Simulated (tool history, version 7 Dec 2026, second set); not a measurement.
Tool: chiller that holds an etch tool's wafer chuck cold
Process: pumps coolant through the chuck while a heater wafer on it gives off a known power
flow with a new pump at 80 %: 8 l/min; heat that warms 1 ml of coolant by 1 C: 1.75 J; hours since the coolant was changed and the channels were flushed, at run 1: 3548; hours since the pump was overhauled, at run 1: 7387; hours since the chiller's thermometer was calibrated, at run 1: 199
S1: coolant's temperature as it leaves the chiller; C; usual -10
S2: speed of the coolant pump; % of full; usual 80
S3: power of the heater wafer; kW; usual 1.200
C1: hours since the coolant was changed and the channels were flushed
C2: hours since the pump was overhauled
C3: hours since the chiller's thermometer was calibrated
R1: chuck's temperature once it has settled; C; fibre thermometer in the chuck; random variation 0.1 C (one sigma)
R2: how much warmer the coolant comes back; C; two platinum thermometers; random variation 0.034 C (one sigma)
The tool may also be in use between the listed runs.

{"run": 1, "hour": 0.0, "S1": -10, "S2": 80, "S3": 1.2, "C1": 3548, "C2": 7387, "C3": 199, "R1": -0.1, "R2": 5.15}
{"run": 2, "hour": 102.3, "S1": -10, "S2": 80, "S3": 1.2, "C1": 3650, "C2": 7490, "C3": 301, "R1": -0.2, "R2": 5.11}
{"run": 3, "hour": 263.2, "S1": -10, "S2": 80, "S3": 1.2, "C1": 3811, "C2": 7651, "C3": 462, "R1": -0.2, "R2": 5.21}
{"run": 4, "hour": 435.3, "S1": -10, "S2": 80, "S3": 1.2, "C1": 3983, "C2": 7823, "C3": 634, "R1": -0.1, "R2": 5.16}
{"run": 5, "hour": 516.9, "S1": -3, "S2": 80, "S3": 1.2, "C1": 4065, "C2": 7904, "C3": 716, "R1": 6.9, "R2": 5.21}
{"run": 6, "hour": 613.8, "S1": -3, "S2": 80, "S3": 1.2, "C1": 4162, "C2": 8001, "C3": 813, "R1": 6.9, "R2": 5.23}
{"run": 7, "hour": 757.3, "S1": -6, "S2": 80, "S3": 1.2, "C1": 4305, "C2": 8145, "C3": 956, "R1": 3.8, "R2": 5.24}
{"run": 8, "hour": 919.1, "S1": -16, "S2": 80, "S3": 1.2, "C1": 4467, "C2": 8306, "C3": 1118, "R1": -6.0, "R2": 5.23}
{"run": 9, "hour": 1091.5, "S1": -16, "S2": 80, "S3": 1.2, "C1": 4639, "C2": 8479, "C3": 1290, "R1": -6.1, "R2": 5.21}
{"run": 10, "hour": 1207.0, "S1": -16, "S2": 80, "S3": 1.067, "C1": 4755, "C2": 8594, "C3": 1406, "R1": -7.3, "R2": 4.74}
{"run": 11, "hour": 1353.5, "S1": -10, "S2": 80, "S3": 1.2, "C1": 4901, "C2": 8741, "C3": 1552, "R1": -0.1, "R2": 5.3}
{"run": 12, "hour": 1458.3, "S1": -10, "S2": 80, "S3": 1.2, "C1": 5006, "C2": 8846, "C3": 1657, "R1": -0.1, "R2": 5.29}
{"run": 13, "hour": 1540.2, "S1": -10, "S2": 80, "S3": 1.2, "C1": 5088, "C2": 8927, "C3": 1739, "R1": 0.0, "R2": 5.34}
{"run": 14, "hour": 1698.0, "S1": -10, "S2": 80, "S3": 1.2, "C1": 5246, "C2": 9085, "C3": 1897, "R1": -0.1, "R2": 5.34}
{"run": 15, "hour": 1881.8, "S1": -10, "S2": 80, "S3": 1.2, "C1": 5430, "C2": 9269, "C3": 2081, "R1": -0.1, "R2": 5.39}
{"run": 16, "hour": 1970.3, "S1": -10, "S2": 80, "S3": 1.2, "C1": 5518, "C2": 9358, "C3": 2169, "R1": -0.1, "R2": 5.37}
{"run": 17, "hour": 2085.8, "S1": -19, "S2": 80, "S3": 1.252, "C1": 5634, "C2": 9473, "C3": 2285, "R1": -8.5, "R2": 5.62}
{"run": 18, "hour": 2240.5, "S1": -19, "S2": 80, "S3": 1.252, "C1": 5788, "C2": 9628, "C3": 2439, "R1": -8.9, "R2": 5.64}
{"run": 19, "hour": 2360.5, "S1": -19, "S2": 80, "S3": 1.252, "C1": 5908, "C2": 9748, "C3": 2559, "R1": -8.5, "R2": 5.67}
{"run": 20, "hour": 2530.7, "S1": -10, "S2": 86, "S3": 0.636, "C1": 6079, "C2": 9918, "C3": 2729, "R1": -5.1, "R2": 2.87}
{"run": 21, "hour": 2709.6, "S1": -3, "S2": 80, "S3": 0.977, "C1": 6257, "C2": 10097, "C3": 2908, "R1": 4.9, "R2": 4.47}
{"run": 22, "hour": 2864.1, "S1": -3, "S2": 80, "S3": 0.977, "C1": 6412, "C2": 10251, "C3": 3063, "R1": 5.0, "R2": 4.52}
{"run": 23, "hour": 3017.9, "S1": -11, "S2": 65, "S3": 1.101, "C1": 6566, "C2": 10405, "C3": 3217, "R1": -0.2, "R2": 6.34}

Run 24 comes next. What will it give?
{"run": 24, "hour": 3155.8, "S1": -10, "S2": 80, "S3": 1.2, "C1": 6704, "C2": 10543, "C3": 3355, "R1": "?", "R2": "?"}

R1: -0.2 C
R2: 5.53 C
Minus the tool's unlogged condition, the same run would have read R1 -0.2 C, R2 5.16 C.

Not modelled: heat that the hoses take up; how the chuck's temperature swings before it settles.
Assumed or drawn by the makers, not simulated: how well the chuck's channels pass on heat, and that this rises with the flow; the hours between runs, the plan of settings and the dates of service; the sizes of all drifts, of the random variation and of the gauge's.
